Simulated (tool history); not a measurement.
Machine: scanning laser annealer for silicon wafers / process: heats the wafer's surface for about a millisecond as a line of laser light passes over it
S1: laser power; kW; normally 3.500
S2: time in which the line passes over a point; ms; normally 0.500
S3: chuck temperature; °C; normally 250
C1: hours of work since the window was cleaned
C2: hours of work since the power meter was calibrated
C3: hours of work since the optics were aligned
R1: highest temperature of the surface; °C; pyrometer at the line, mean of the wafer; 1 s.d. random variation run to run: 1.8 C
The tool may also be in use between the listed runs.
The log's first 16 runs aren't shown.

Run 17, hour 109.6: usual settings; C1 279; C2 130; C3 3. Result: R1 931 °C.
Run 18, hour 116.5: usual settings but S2 0.492 ms, S3 213 °C; C1 282; C2 133; C3 6. Result: R1 884 °C.
At hour 125.0: optics aligned, line set to its width, once more.
Run 19, hour 128.9: usual settings but S2 0.492 ms, S3 213 °C; C1 285; C2 136; C3 2. Result: R1 898 °C.
Run 20, hour 137.3: usual settings but S2 0.530 ms; C1 288; C2 140; C3 5. Result: R1 957 °C.
Run 21, hour 142.5: usual settings but S1 3.588 kW, S2 0.530 ms, S3 210 °C; C1 290; C2 142; C3 7. Result: R1 938 °C.
Run 22, hour 146.7: usual settings but S1 3.489 kW, S3 249 °C; C1 292; C2 144; C3 9. Result: R1 936 °C.
Run 23, hour 153.6: usual settings but S1 3.489 kW, S3 249 °C; C1 295; C2 146; C3 12. Result: R1 937 °C.
Run 24, hour 158.1: usual settings but S1 3.489 kW, S2 0.414 ms, S3 288 °C; C1 297; C2 148; C3 14. Result: R1 901 °C.
Run 25, hour 163.8: usual settings but S1 3.474 kW, S2 0.414 ms, S3 289 °C; C1 299; C2 151; C3 16. Result: R1 905 °C.
Run 26, hour 172.6: usual settings but S1 3.474 kW, S2 0.585 ms, S3 219 °C; C1 303; C2 154; C3 20. Result: R1 963 °C.
Run 27, hour 176.9: usual settings but S1 3.474 kW, S2 0.352 ms, S3 219 °C; C1 305; C2 156; C3 21. Result: R1 780 °C.
Run 28, hour 183.1: usual settings but S1 3.280 kW, S2 0.511 ms, S3 224 °C; C1 307; C2 159; C3 24. Result: R1 879 °C.
Run 29, hour 190.5: usual settings but S2 0.551 ms, S3 232 °C; C1 310; C2 162; C3 27. Result: R1 958 °C.
Run 30, hour 199.8: usual settings but S1 3.217 kW, S3 259 °C; C1 314; C2 166; C3 31. Result: R1 890 °C.
Run 31, hour 206.3: usual settings but S1 3.580 kW, S2 0.524 ms, S3 259 °C; C1 317; C2 168; C3 34. Result: R1 982 °C.
Run 32, hour 215.0: usual settings but S1 3.580 kW, S2 0.524 ms, S3 259 °C; C1 320; C2 172; C3 37. Result: R1 981 °C.
Run 33, hour 221.1: usual settings but S1 3.220 kW, S2 0.384 ms, S3 251 °C; C1 323; C2 174; C3 40. Result: R1 795 °C.

Consider 4 possible next runs. They are alternatives, not a sequence: every one starts from the tool as it was left by run 33. What does each give?
Run A, hour 227.9: usual settings but S1 3.323 kW, S2 0.396 ms, S3 251 °C; C1 326; C2 177; C3 42. Result: R1 ?.
Run B, hour 227.9: usual settings but S1 3.220 kW, S2 0.384 ms, S3 245 °C; C1 326; C2 177; C3 42. Result: R1 ?.
Run C, hour 227.9: usual settings but S1 3.719 kW, S2 0.385 ms, S3 251 °C; C1 326; C2 177; C3 42. Result: R1 ?.
Run D, hour 227.9: usual settings but S1 3.407 kW, S2 0.384 ms, S3 251 °C; C1 326; C2 177; C3 42. Result: R1 ?.

run   R1
  A  821
  B  791
  C  883
  D  828
Take away the tool's hidden state, keep each run's random variation, and the runs would have read:
run   R1
  A  835
  B  805
  C  899
  D  843
